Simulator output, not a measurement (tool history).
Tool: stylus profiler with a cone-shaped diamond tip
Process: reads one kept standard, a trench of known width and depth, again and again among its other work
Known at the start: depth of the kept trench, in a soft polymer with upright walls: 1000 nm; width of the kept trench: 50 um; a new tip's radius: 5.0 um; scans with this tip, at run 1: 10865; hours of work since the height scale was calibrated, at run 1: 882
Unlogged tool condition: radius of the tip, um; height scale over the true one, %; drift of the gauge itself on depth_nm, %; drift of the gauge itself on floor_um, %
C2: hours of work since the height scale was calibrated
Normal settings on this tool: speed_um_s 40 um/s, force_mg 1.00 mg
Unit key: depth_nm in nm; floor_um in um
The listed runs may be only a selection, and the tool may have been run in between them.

run 1 hour=0.0 | speed_um_s=40 force_mg=1.00 | scans_with_this_tip=10865 C2=882 | depth_nm=1000.70 floor_um=41.93
run 2 hour=48.7 | speed_um_s=40 force_mg=1.00 | scans_with_this_tip=11118 C2=902 | depth_nm=1000.44 floor_um=41.94
run 3 hour=97.2 | speed_um_s=40 force_mg=1.00 | scans_with_this_tip=11370 C2=923 | depth_nm=1000.56 floor_um=41.84
run 4 hour=148.5 | speed_um_s=40 force_mg=1.00 | scans_with_this_tip=11636 C2=944 | depth_nm=1000.75 floor_um=41.81
run 5 hour=190.5 | speed_um_s=40 force_mg=1.32 | scans_with_this_tip=11854 C2=962 | depth_nm=1001.08 floor_um=41.82
run 6 hour=219.2 | speed_um_s=40 force_mg=1.32 | scans_with_this_tip=12003 C2=974 | depth_nm=1001.12 floor_um=41.81
run 7 hour=270.4 | speed_um_s=40 force_mg=1.32 | scans_with_this_tip=12269 C2=996 | depth_nm=1001.08 floor_um=41.74
run 8 hour=316.4 | speed_um_s=40 force_mg=1.32 | scans_with_this_tip=12508 C2=1015 | depth_nm=1000.82 floor_um=41.76
run 9 hour=352.5 | speed_um_s=40 force_mg=1.00 | scans_with_this_tip=12695 C2=1030 | depth_nm=1000.45 floor_um=41.69
run 10 hour=404.3 | speed_um_s=75 force_mg=1.00 | scans_with_this_tip=12964 C2=1052 | depth_nm=1000.11 floor_um=41.52
run 11 hour=430.6 | speed_um_s=11 force_mg=1.00 | scans_with_this_tip=13100 C2=1063 | depth_nm=1000.53 floor_um=41.70
-- hour=470.0 height scale calibrated on a step standard
run 12 hour=481.3 | speed_um_s=10 force_mg=1.00 | scans_with_this_tip=13361 C2=5 | depth_nm=998.80 floor_um=41.65
run 13 hour=508.7 | speed_um_s=40 force_mg=0.59 | scans_with_this_tip=13503 C2=16 | depth_nm=997.74 floor_um=41.52
run 14 hour=541.5 | speed_um_s=123 force_mg=0.59 | scans_with_this_tip=13674 C2=30 | depth_nm=997.69 floor_um=41.12
run 15 hour=566.5 | speed_um_s=123 force_mg=0.59 | scans_with_this_tip=13804 C2=41 | depth_nm=997.90 floor_um=41.12
run 16 hour=603.1 | speed_um_s=40 force_mg=1.31 | scans_with_this_tip=13994 C2=56 | depth_nm=999.45 floor_um=41.45
run 17 hour=629.6 | speed_um_s=40 force_mg=1.00 | scans_with_this_tip=14131 C2=67 | depth_nm=998.40 floor_um=41.47
run 18 hour=654.7 | speed_um_s=40 force_mg=1.00 | scans_with_this_tip=14262 C2=78 | depth_nm=998.72 floor_um=41.40
run 19 hour=696.9 | speed_um_s=40 force_mg=1.00 | scans_with_this_tip=14481 C2=96 | depth_nm=998.26 floor_um=41.44
run 20 hour=718.2 | speed_um_s=40 force_mg=1.00 | scans_with_this_tip=14591 C2=105 | depth_nm=998.46 floor_um=41.36
run 21 hour=741.3 | speed_um_s=40 force_mg=1.00 | scans_with_this_tip=14711 C2=114 | depth_nm=998.42 floor_um=41.38
-- hour=748.6 height scale calibrated on a step standard, once more
run 22 hour=792.7 | speed_um_s=40 force_mg=1.00 | scans_with_this_tip=14975 C2=19 | depth_nm=1003.03 floor_um=41.36
run 23 hour=835.1 | speed_um_s=40 force_mg=1.00 | scans_with_this_tip=15195 C2=36 | depth_nm=1002.93 floor_um=41.39
run 24 hour=872.5 | speed_um_s=40 force_mg=1.00 | scans_with_this_tip=15390 C2=52 | depth_nm=1002.81 floor_um=41.29
run 25 hour=902.0 | speed_um_s=40 force_mg=1.00 | scans_with_this_tip=15543 C2=65 | depth_nm=1002.51 floor_um=41.31
run 26 hour=944.9 | speed_um_s=11 force_mg=1.29 | scans_with_this_tip=15766 C2=83 | depth_nm=1003.31 floor_um=41.38
run 27 hour=993.4 | speed_um_s=11 force_mg=1.29 | scans_with_this_tip=16017 C2=103 | depth_nm=1003.28 floor_um=41.33
run 28 hour=1042.4 | speed_um_s=11 force_mg=1.29 | scans_with_this_tip=16272 C2=124 | depth_nm=1003.82 floor_um=41.28
run 29 hour=1082.4 | speed_um_s=30 force_mg=0.37 | scans_with_this_tip=16479 C2=141 | depth_nm=1001.05 floor_um=41.13
run 30 hour=1131.6 | speed_um_s=30 force_mg=0.37 | scans_with_this_tip=16735 C2=161 | depth_nm=1000.86 floor_um=41.06
run 31 hour=1167.2 | speed_um_s=15 force_mg=2.06 | scans_with_this_tip=16920 C2=176 | depth_nm=1004.55 floor_um=41.20
run 32 hour=1199.5 | speed_um_s=15 force_mg=0.43 | scans_with_this_tip=17087 C2=190 | depth_nm=1001.38 floor_um=41.16
run 33 hour=1221.3 | speed_um_s=15 force_mg=0.43 | scans_with_this_tip=17201 C2=199 | depth_nm=1001.27 floor_um=41.12
run 34 hour=1255.0 | speed_um_s=85 force_mg=1.69 | scans_with_this_tip=17375 C2=213 | depth_nm=1003.91 floor_um=40.93
run 35 hour=1292.8 | speed_um_s=138 force_mg=1.07 | scans_with_this_tip=17572 C2=229 | depth_nm=1002.96 floor_um=40.65
run 36 hour=1337.6 | speed_um_s=138 force_mg=1.07 | scans_with_this_tip=17804 C2=248 | depth_nm=1002.53 floor_um=40.62
run 37 hour=1367.1 | speed_um_s=40 force_mg=0.88 | scans_with_this_tip=17957 C2=261 | depth_nm=1002.27 floor_um=40.97
run 38 hour=1397.3 | speed_um_s=40 force_mg=0.88 | scans_with_this_tip=18115 C2=273 | depth_nm=1002.26 floor_um=40.97
run 39 hour=1426.8 | speed_um_s=96 force_mg=0.96 | scans_with_this_tip=18268 C2=286 | depth_nm=1002.35 floor_um=40.79
run 40 hour=1465.9 | speed_um_s=15 force_mg=0.68 | scans_with_this_tip=18471 C2=302 | depth_nm=1001.51 floor_um=40.98
run 41 hour=1501.1 | speed_um_s=26 force_mg=2.73 | scans_with_this_tip=18654 C2=317 | depth_nm=1005.33 floor_um=40.92
run 42 hour=1538.0 | speed_um_s=20 force_mg=1.00 | scans_with_this_tip=18845 C2=333 | depth_nm=1002.05 floor_um=40.91
run 43 hour=1589.5 | speed_um_s=131 force_mg=0.95 | scans_with_this_tip=19112 C2=354 | depth_nm=1002.23 floor_um=40.42
run 44 hour=1623.3 | speed_um_s=15 force_mg=2.69 | scans_with_this_tip=19288 C2=368 | depth_nm=1005.04 floor_um=40.88
run 45 hour=1660.2 | speed_um_s=15 force_mg=0.49 | scans_with_this_tip=19480 C2=384 | depth_nm=1001.48 floor_um=40.84

For some of the steps in depth_nm from one run to the next: how much would appear even if the tool had no hidden state, given the settings, what came in and random variation, and how much remains for the hidden state plus any gauge scatter that the measured result and the result without hidden state don't share?
Run 2 -> 3: settings left as they were, no log entry in between. depth_nm +0.12 nm: hidden state -0.05, all else +0.17.
Run 11 -> 12: speed_um_s 11 -> 10, height scale calibrated on a step standard. depth_nm -1.73 nm: hidden state -1.58, all else -0.15.
Run 21 -> 22: height scale calibrated on a step standard, once more. depth_nm +4.61 nm: hidden state +4.51, all else +0.10.
Run 30 -> 31: speed_um_s 30 -> 15, force_mg 0.37 -> 2.06. depth_nm +3.69 nm: hidden state -0.04, all else +3.73.
Run 40 -> 41: speed_um_s 15 -> 26, force_mg 0.68 -> 2.73. depth_nm +3.82 nm: hidden state -0.04, all else +3.86.
